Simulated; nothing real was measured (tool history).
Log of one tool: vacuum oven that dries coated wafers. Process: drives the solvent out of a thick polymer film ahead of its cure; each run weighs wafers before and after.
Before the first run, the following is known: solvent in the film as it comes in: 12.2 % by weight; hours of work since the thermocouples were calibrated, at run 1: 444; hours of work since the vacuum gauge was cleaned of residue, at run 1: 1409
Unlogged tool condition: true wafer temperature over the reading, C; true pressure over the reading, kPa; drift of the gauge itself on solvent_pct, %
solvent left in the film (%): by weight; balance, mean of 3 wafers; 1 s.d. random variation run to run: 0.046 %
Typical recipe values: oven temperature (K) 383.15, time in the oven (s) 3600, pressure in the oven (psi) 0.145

| run | hour | oven temperature (K) | time in the oven (s) | pressure in the oven (psi) | hours of work since the thermocouples were calibrated | hours of work since the vacuum gauge was cleaned of residue | solvent left in the film (%) |
|---|---|---|---|---|---|---|---|
| 1 | 0.0 | 383.15 | 3600 | 0.145 | 444 | 1409 | 1.31 |
| 2 | 66.6 | 383.15 | 3600 | 0.145 | 485 | 1451 | 1.32 |
| 3 | 112.0 | 369.15 | 3600 | 0.145 | 514 | 1479 | 3.51 |
| 4 | 175.7 | 387.15 | 3600 | 0.145 | 553 | 1519 | 0.91 |
| 5 | 237.4 | 387.15 | 3600 | 0.151 | 592 | 1557 | 0.88 |
| 6 | 301.4 | 387.15 | 3600 | 0.151 | 632 | 1597 | 0.92 |
| 7 | 345.9 | 387.15 | 3600 | 0.151 | 659 | 1625 | 0.85 |
| 8 | 382.3 | 387.15 | 3600 | 0.151 | 682 | 1648 | 0.92 |
| 9 | 415.6 | 387.15 | 3600 | 0.151 | 703 | 1669 | 0.97 |
| 10 | 472.6 | 387.15 | 3600 | 0.151 | 739 | 1704 | 0.93 |
|  | 515.6 | vacuum gauge cleaned of residue and calibrated |
| 11 | 518.7 | 387.15 | 3600 | 0.151 | 766 | 2 | 0.93 |
| 12 | 557.4 | 387.15 | 3600 | 0.151 | 791 | 26 | 0.96 |
| 13 | 614.0 | 387.15 | 5220 | 0.540 | 826 | 61 | 1.75 |
| 14 | 665.3 | 397.15 | 5640 | 0.540 | 858 | 93 | 1.21 |
| 15 | 734.5 | 397.15 | 5640 | 0.540 | 901 | 137 | 1.23 |
| 16 | 777.6 | 398.15 | 2640 | 0.418 | 928 | 164 | 1.15 |
| 17 | 810.3 | 379.15 | 2160 | 0.145 | 948 | 184 | 3.43 |
| 18 | 886.8 | 376.15 | 2160 | 0.228 | 996 | 232 | 4.16 |
| 19 | 941.9 | 388.15 | 2700 | 0.091 | 1030 | 266 | 1.19 |

5 options for the next run, each taken on its own from the tool as it stands now. Forecast them:
| A | 1006.1 | 392.15 | 3060 | 0.180 | 1071 | 306 | ? |
| B | 1006.1 | 383.15 | 2820 | 0.100 | 1071 | 306 | ? |
| C | 1006.1 | 396.15 | 3540 | 0.363 | 1071 | 306 | ? |
| D | 1006.1 | 374.15 | 2640 | 0.397 | 1071 | 306 | ? |
| E | 1006.1 | 384.15 | 2700 | 0.091 | 1071 | 306 | ? |

| run | solvent left in the film (%) |
|---|---|
| A | 0.80 |
| B | 1.72 |
| C | 0.95 |
| D | 4.52 |
| E | 1.70 |
Without the tool's unlogged condition, the same runs would have read:
| run | solvent left in the film (%) |
|---|---|
| A | 0.80 |
| B | 1.71 |
| C | 0.95 |
| D | 4.50 |
| E | 1.69 |
